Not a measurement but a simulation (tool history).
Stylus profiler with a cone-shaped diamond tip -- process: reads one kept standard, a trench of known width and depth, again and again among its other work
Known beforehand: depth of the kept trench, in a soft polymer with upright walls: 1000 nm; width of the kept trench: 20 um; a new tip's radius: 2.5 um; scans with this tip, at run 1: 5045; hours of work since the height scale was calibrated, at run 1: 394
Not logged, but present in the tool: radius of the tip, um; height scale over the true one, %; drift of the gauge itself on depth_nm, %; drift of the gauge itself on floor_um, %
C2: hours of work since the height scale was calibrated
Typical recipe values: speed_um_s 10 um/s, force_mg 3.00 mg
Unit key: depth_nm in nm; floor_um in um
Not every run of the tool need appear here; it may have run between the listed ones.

run 1 hour=0.0 | speed_um_s=10 force_mg=3.00 | scans_with_this_tip=5045 C2=394 | depth_nm=1008.43 floor_um=15.08
run 2 hour=50.9 | speed_um_s=10 force_mg=3.00 | scans_with_this_tip=5460 C2=426 | depth_nm=1008.18 floor_um=14.89
run 3 hour=130.4 | speed_um_s=10 force_mg=3.00 | scans_with_this_tip=6107 C2=477 | depth_nm=1008.22 floor_um=14.83
run 4 hour=179.8 | speed_um_s=16 force_mg=3.00 | scans_with_this_tip=6509 C2=508 | depth_nm=1007.90 floor_um=14.76
run 5 hour=236.1 | speed_um_s=10 force_mg=3.00 | scans_with_this_tip=6968 C2=544 | depth_nm=1007.54 floor_um=14.68
run 6 hour=296.1 | speed_um_s=10 force_mg=4.90 | scans_with_this_tip=7455 C2=582 | depth_nm=1011.44 floor_um=14.69
run 7 hour=349.0 | speed_um_s=10 force_mg=4.90 | scans_with_this_tip=7886 C2=615 | depth_nm=1011.73 floor_um=14.61
run 8 hour=417.0 | speed_um_s=10 force_mg=4.90 | scans_with_this_tip=8440 C2=659 | depth_nm=1010.90 floor_um=14.47
run 9 hour=481.2 | speed_um_s=10 force_mg=3.00 | scans_with_this_tip=8963 C2=700 | depth_nm=1007.01 floor_um=14.44
run 10 hour=560.5 | speed_um_s=10 force_mg=3.00 | scans_with_this_tip=9608 C2=750 | depth_nm=1006.65 floor_um=14.32
run 11 hour=613.7 | speed_um_s=10 force_mg=3.00 | scans_with_this_tip=10042 C2=784 | depth_nm=1006.34 floor_um=14.27
run 12 hour=681.1 | speed_um_s=10 force_mg=3.00 | scans_with_this_tip=10591 C2=827 | depth_nm=1006.48 floor_um=14.18
run 13 hour=746.8 | speed_um_s=10 force_mg=3.00 | scans_with_this_tip=11125 C2=868 | depth_nm=1006.49 floor_um=14.12
run 14 hour=785.4 | speed_um_s=10 force_mg=3.00 | scans_with_this_tip=11440 C2=893 | depth_nm=1005.85 floor_um=14.12
run 15 hour=837.5 | speed_um_s=10 force_mg=3.00 | scans_with_this_tip=11863 C2=926 | depth_nm=1006.23 floor_um=14.02
run 16 hour=905.1 | speed_um_s=10 force_mg=3.00 | scans_with_this_tip=12414 C2=969 | depth_nm=1006.10 floor_um=13.97
run 17 hour=946.8 | speed_um_s=10 force_mg=3.00 | scans_with_this_tip=12754 C2=995 | depth_nm=1005.59 floor_um=13.94
run 18 hour=986.1 | speed_um_s=10 force_mg=3.00 | scans_with_this_tip=13074 C2=1020 | depth_nm=1005.26 floor_um=13.91
run 19 hour=1036.8 | speed_um_s=10 force_mg=3.00 | scans_with_this_tip=13487 C2=1053 | depth_nm=1005.23 floor_um=13.85
run 20 hour=1103.2 | speed_um_s=10 force_mg=3.00 | scans_with_this_tip=14027 C2=1095 | depth_nm=1004.91 floor_um=13.77
run 21 hour=1167.6 | speed_um_s=10 force_mg=3.00 | scans_with_this_tip=14551 C2=1136 | depth_nm=1004.86 floor_um=13.77
run 22 hour=1215.1 | speed_um_s=10 force_mg=3.00 | scans_with_this_tip=14939 C2=1166 | depth_nm=1004.73 floor_um=13.67
run 23 hour=1275.5 | speed_um_s=10 force_mg=3.00 | scans_with_this_tip=15430 C2=1204 | depth_nm=1004.36 floor_um=13.59
run 24 hour=1356.0 | speed_um_s=9 force_mg=4.81 | scans_with_this_tip=16086 C2=1255 | depth_nm=1007.97 floor_um=13.52
-- hour=1364.1 height scale calibrated on a step standard
run 25 hour=1427.9 | speed_um_s=4 force_mg=6.74 | scans_with_this_tip=16667 C2=41 | depth_nm=1009.07 floor_um=13.47
run 26 hour=1471.0 | speed_um_s=4 force_mg=6.74 | scans_with_this_tip=17017 C2=68 | depth_nm=1008.93 floor_um=13.49
run 27 hour=1530.3 | speed_um_s=3 force_mg=7.54 | scans_with_this_tip=17501 C2=106 | depth_nm=1010.43 floor_um=13.39
run 28 hour=1611.3 | speed_um_s=3 force_mg=7.54 | scans_with_this_tip=18160 C2=157 | depth_nm=1009.79 floor_um=13.33
-- hour=1646.9 height scale calibrated on a step standard, once more
run 29 hour=1665.2 | speed_um_s=3 force_mg=7.57 | scans_with_this_tip=18594 C2=12 | depth_nm=1018.18 floor_um=13.34
run 30 hour=1710.7 | speed_um_s=10 force_mg=7.30 | scans_with_this_tip=18965 C2=41 | depth_nm=1017.54 floor_um=13.23
run 31 hour=1763.6 | speed_um_s=10 force_mg=3.64 | scans_with_this_tip=19396 C2=74 | depth_nm=1011.19 floor_um=13.17
run 32 hour=1838.8 | speed_um_s=3 force_mg=2.32 | scans_with_this_tip=20009 C2=122 | depth_nm=1007.73 floor_um=13.07
run 33 hour=1912.8 | speed_um_s=16 force_mg=7.67 | scans_with_this_tip=20611 C2=169 | depth_nm=1017.88 floor_um=13.06
run 34 hour=1947.5 | speed_um_s=16 force_mg=7.67 | scans_with_this_tip=20894 C2=191 | depth_nm=1017.65 floor_um=13.05
run 35 hour=2000.6 | speed_um_s=23 force_mg=4.33 | scans_with_this_tip=21326 C2=225 | depth_nm=1011.17 floor_um=12.96
run 36 hour=2078.4 | speed_um_s=18 force_mg=1.02 | scans_with_this_tip=21959 C2=274 | depth_nm=1002.99 floor_um=12.77
run 37 hour=2148.2 | speed_um_s=10 force_mg=2.90 | scans_with_this_tip=22527 C2=319 | depth_nm=1008.24 floor_um=12.81
run 38 hour=2209.2 | speed_um_s=10 force_mg=2.29 | scans_with_this_tip=23024 C2=357 | depth_nm=1005.97 floor_um=12.79
run 39 hour=2264.1 | speed_um_s=36 force_mg=8.20 | scans_with_this_tip=23471 C2=392 | depth_nm=1017.45 floor_um=12.73
run 40 hour=2304.6 | speed_um_s=30 force_mg=8.69 | scans_with_this_tip=23801 C2=418 | depth_nm=1017.89 floor_um=12.69
run 41 hour=2367.0 | speed_um_s=30 force_mg=8.69 | scans_with_this_tip=24309 C2=458 | depth_nm=1018.25 floor_um=12.62
run 42 hour=2413.6 | speed_um_s=30 force_mg=8.69 | scans_with_this_tip=24688 C2=487 | depth_nm=1017.87 floor_um=12.57
run 43 hour=2452.8 | speed_um_s=6 force_mg=6.17 | scans_with_this_tip=25008 C2=512 | depth_nm=1013.04 floor_um=12.53
run 44 hour=2517.0 | speed_um_s=10 force_mg=8.40 | scans_with_this_tip=25530 C2=553 | depth_nm=1017.23 floor_um=12.52
run 45 hour=2595.7 | speed_um_s=10 force_mg=3.13 | scans_with_this_tip=26171 C2=603 | depth_nm=1007.07 floor_um=12.44
run 46 hour=2632.5 | speed_um_s=14 force_mg=1.73 | scans_with_this_tip=26470 C2=626 | depth_nm=1003.99 floor_um=12.43

Here are 4 independent what-if runs from the current tool condition. What would each one return?
run A hour=2681.9 | speed_um_s=3 force_mg=1.73 | scans_with_this_tip=26873 C2=658 | depth_nm=? floor_um=?
run B hour=2681.9 | speed_um_s=3 force_mg=1.58 | scans_with_this_tip=26873 C2=658 | depth_nm=? floor_um=?
run C hour=2681.9 | speed_um_s=4 force_mg=2.49 | scans_with_this_tip=26873 C2=658 | depth_nm=? floor_um=?
run D hour=2681.9 | speed_um_s=37 force_mg=8.95 | scans_with_this_tip=26873 C2=658 | depth_nm=? floor_um=?

run=A depth_nm=1003.23 floor_um=12.42
run=B depth_nm=1002.89 floor_um=12.38
run=C depth_nm=1005.72 floor_um=12.37
run=D depth_nm=1017.67 floor_um=12.34
The same runs, with their run-to-run variation unchanged, on a tool lacking any hidden condition would have given:
run=A depth_nm=1006.77 floor_um=16.01
run=B depth_nm=1006.43 floor_um=15.97
run=C depth_nm=1009.27 floor_um=15.96
run=D depth_nm=1021.26 floor_um=15.93

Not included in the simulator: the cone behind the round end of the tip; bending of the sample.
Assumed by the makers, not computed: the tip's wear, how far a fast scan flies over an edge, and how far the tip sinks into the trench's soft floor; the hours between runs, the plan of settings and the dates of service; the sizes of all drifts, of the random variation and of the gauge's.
